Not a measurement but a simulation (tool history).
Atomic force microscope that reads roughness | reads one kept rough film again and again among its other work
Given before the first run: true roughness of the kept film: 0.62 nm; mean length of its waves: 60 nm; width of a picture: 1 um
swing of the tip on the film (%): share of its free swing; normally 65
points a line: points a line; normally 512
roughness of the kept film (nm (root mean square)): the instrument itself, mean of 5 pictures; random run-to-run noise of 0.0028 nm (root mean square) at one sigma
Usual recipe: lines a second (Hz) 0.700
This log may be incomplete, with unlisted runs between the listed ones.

run,day,lines a second (Hz),swing of the tip on the film (%),points a line,roughness of the kept film (nm (root mean square))
1,0.000,0.700,65,512,0.604
2,0.562,0.700,65,512,0.604
3,1.121,3.432,65,512,0.559
4,1.429,0.700,65,512,0.605
5,1.775,0.700,81,512,0.588
6,2.329,0.700,81,512,0.584
7,2.967,0.700,81,512,0.588
8,3.296,2.259,57,719,0.588
9,3.758,2.259,57,719,0.592
# day 3.854: new tip fitted
10,4.333,0.539,73,779,0.598
11,4.967,1.259,73,779,0.584
12,5.450,0.700,65,420,0.601
13,5.992,0.700,65,420,0.603
14,6.304,0.740,85,929,0.581

Consider 5 possible next runs. They are alternatives, not a sequence: every one starts from the tool as it was left by run 14. What does each give?
A,6.775,0.700,65,512,?
B,6.775,0.504,73,375,?
C,6.775,2.521,74,929,?
D,6.775,0.560,66,929,?
E,6.775,1.405,63,394,?

run,roughness of the kept film (nm (root mean square))
A,0.605
B,0.604
C,0.552
D,0.609
E,0.591
Stripped of hidden state, with their random variation kept, the same runs would have yielded:
run,roughness of the kept film (nm (root mean square))
A,0.606
B,0.604
C,0.553
D,0.609
E,0.592
